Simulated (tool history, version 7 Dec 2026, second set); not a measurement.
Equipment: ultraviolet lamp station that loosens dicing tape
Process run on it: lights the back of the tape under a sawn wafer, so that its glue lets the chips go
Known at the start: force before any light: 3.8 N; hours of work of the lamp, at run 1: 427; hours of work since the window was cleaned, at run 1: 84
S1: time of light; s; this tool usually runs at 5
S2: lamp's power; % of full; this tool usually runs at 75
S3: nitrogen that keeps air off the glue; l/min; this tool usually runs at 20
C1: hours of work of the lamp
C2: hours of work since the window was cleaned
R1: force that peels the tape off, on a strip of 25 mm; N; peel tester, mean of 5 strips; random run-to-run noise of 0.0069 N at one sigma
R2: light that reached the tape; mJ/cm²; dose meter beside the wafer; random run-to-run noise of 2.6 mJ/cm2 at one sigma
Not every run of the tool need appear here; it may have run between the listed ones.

run 1 hour=0.0 | S1=5 S2=75 S3=20 | C1=427 C2=84 | R1=0.271 R2=293
run 2 hour=10.7 | S1=5 S2=97 S3=20 | C1=435 C2=93 | R1=0.241 R2=380
run 3 hour=25.4 | S1=5 S2=75 S3=20 | C1=447 C2=105 | R1=0.292 R2=293
run 4 hour=32.9 | S1=5 S2=75 S3=20 | C1=453 C2=110 | R1=0.272 R2=287
run 5 hour=43.5 | S1=5 S2=75 S3=20 | C1=461 C2=119 | R1=0.296 R2=289
run 6 hour=52.9 | S1=5 S2=75 S3=20 | C1=469 C2=126 | R1=0.275 R2=288
run 7 hour=60.6 | S1=5 S2=75 S3=20 | C1=475 C2=132 | R1=0.288 R2=286
run 8 hour=72.4 | S1=5 S2=75 S3=20 | C1=484 C2=142 | R1=0.283 R2=286
run 9 hour=84.3 | S1=5 S2=75 S3=20 | C1=493 C2=151 | R1=0.299 R2=286
run 10 hour=95.6 | S1=3 S2=97 S3=27 | C1=502 C2=160 | R1=0.392 R2=220
run 11 hour=110.7 | S1=7 S2=98 S3=6 | C1=514 C2=172 | R1=0.221 R2=515

Below are 5 alternative next runs, each starting from the tool's condition after run 11. Predict each:
run A hour=124.4 | S1=7 S2=98 S3=19 | C1=525 C2=183 | R1=? R2=?
run B hour=124.4 | S1=3 S2=76 S3=20 | C1=525 C2=183 | R1=? R2=?
run C hour=124.4 | S1=7 S2=79 S3=22 | C1=525 C2=183 | R1=? R2=?
run D hour=124.4 | S1=4 S2=75 S3=20 | C1=525 C2=183 | R1=? R2=?
run E hour=124.4 | S1=4 S2=98 S3=16 | C1=525 C2=183 | R1=? R2=?

run=A R1=0.193 R2=514
run=B R1=0.631 R2=171
run=C R1=0.211 R2=411
run=D R1=0.407 R2=226
run=E R1=0.291 R2=294
Had the tool no hidden state, the same runs would have come out as:
run=A R1=0.188 R2=634
run=B R1=0.456 R2=211
run=C R1=0.196 R2=508
run=D R1=0.300 R2=279
run=E R1=0.230 R2=362
